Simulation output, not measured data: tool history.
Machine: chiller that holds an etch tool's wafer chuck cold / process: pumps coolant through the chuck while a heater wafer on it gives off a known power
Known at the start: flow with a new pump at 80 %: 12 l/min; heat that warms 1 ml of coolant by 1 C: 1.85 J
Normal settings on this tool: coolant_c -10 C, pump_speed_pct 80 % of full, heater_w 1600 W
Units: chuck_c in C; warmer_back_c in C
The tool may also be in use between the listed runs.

Run 1, day 0: usual settings. Result: chuck_c 4.2 C, warmer_back_c 4.29 C.
Run 2, day 1.208: usual settings. Result: chuck_c 4.5 C, warmer_back_c 4.3 C.
Run 3, day 2.246: usual settings. Result: chuck_c 4.2 C, warmer_back_c 4.37 C.
Run 4, day 3.546: usual settings but heater_w 813 W. Result: chuck_c -2.9 C, warmer_back_c 2.2 C.
Run 5, day 5.079: usual settings but heater_w 813 W. Result: chuck_c -2.8 C, warmer_back_c 2.16 C.
Run 6, day 6.104: usual settings but pump_speed_pct 61 % of full. Result: chuck_c 8.1 C, warmer_back_c 5.74 C.
Run 7, day 7.696: usual settings. Result: chuck_c 4.1 C, warmer_back_c 4.34 C.
Run 8, day 9.2: usual settings. Result: chuck_c 4.3 C, warmer_back_c 4.23 C.
Run 9, day 10.362: usual settings. Result: chuck_c 4.3 C, warmer_back_c 4.31 C.
Run 10, day 11.225: usual settings but pump_speed_pct 86 % of full, heater_w 978 W. Result: chuck_c -1.9 C, warmer_back_c 2.51 C.
Run 11, day 12.304: usual settings but coolant_c -9 C, pump_speed_pct 86 % of full, heater_w 1597 W. Result: chuck_c 4.3 C, warmer_back_c 3.99 C.
Run 12, day 13.592: usual settings but pump_speed_pct 86 % of full, heater_w 1309 W. Result: chuck_c 0.9 C, warmer_back_c 3.33 C.
Run 13, day 14.533: usual settings but pump_speed_pct 86 % of full, heater_w 1309 W. Result: chuck_c 1.1 C, warmer_back_c 3.23 C.
Run 14, day 16.012: usual settings but pump_speed_pct 86 % of full, heater_w 1309 W. Result: chuck_c 0.8 C, warmer_back_c 3.27 C.
Run 15, day 17.458: usual settings but pump_speed_pct 86 % of full, heater_w 966 W. Result: chuck_c -1.8 C, warmer_back_c 2.42 C.
Run 16, day 18.621: usual settings but coolant_c -17 C, pump_speed_pct 83 % of full, heater_w 1844 W. Result: chuck_c -1 C, warmer_back_c 4.76 C.
Run 17, day 20.162: usual settings but pump_speed_pct 74 % of full, heater_w 1545 W. Result: chuck_c 4.7 C, warmer_back_c 4.49 C.
Run 18, day 21.333: usual settings but pump_speed_pct 74 % of full, heater_w 1545 W. Result: chuck_c 4.6 C, warmer_back_c 4.57 C.

What if the next run were any one of these 3? Each begins from the tool's condition after run 18:
Run A, day 22.183: usual settings but coolant_c -12 C, pump_speed_pct 84 % of full. Result: chuck_c ?, warmer_back_c ?.
Run B, day 22.183: usual settings but coolant_c -13 C, pump_speed_pct 93 % of full, heater_w 1090 W. Result: chuck_c ?, warmer_back_c ?.
Run C, day 22.183: usual settings but pump_speed_pct 74 % of full, heater_w 1177 W. Result: chuck_c ?, warmer_back_c ?.

run  chuck_c  warmer_back_c
  A      1.6           4.08
  B     -4.5           2.51
  C      1.3           3.44
Without the tool's unlogged condition, the same runs would have read:
run  chuck_c  warmer_back_c
  A      1.6           4.08
  B     -4.5           2.51
  C      1.3           3.44
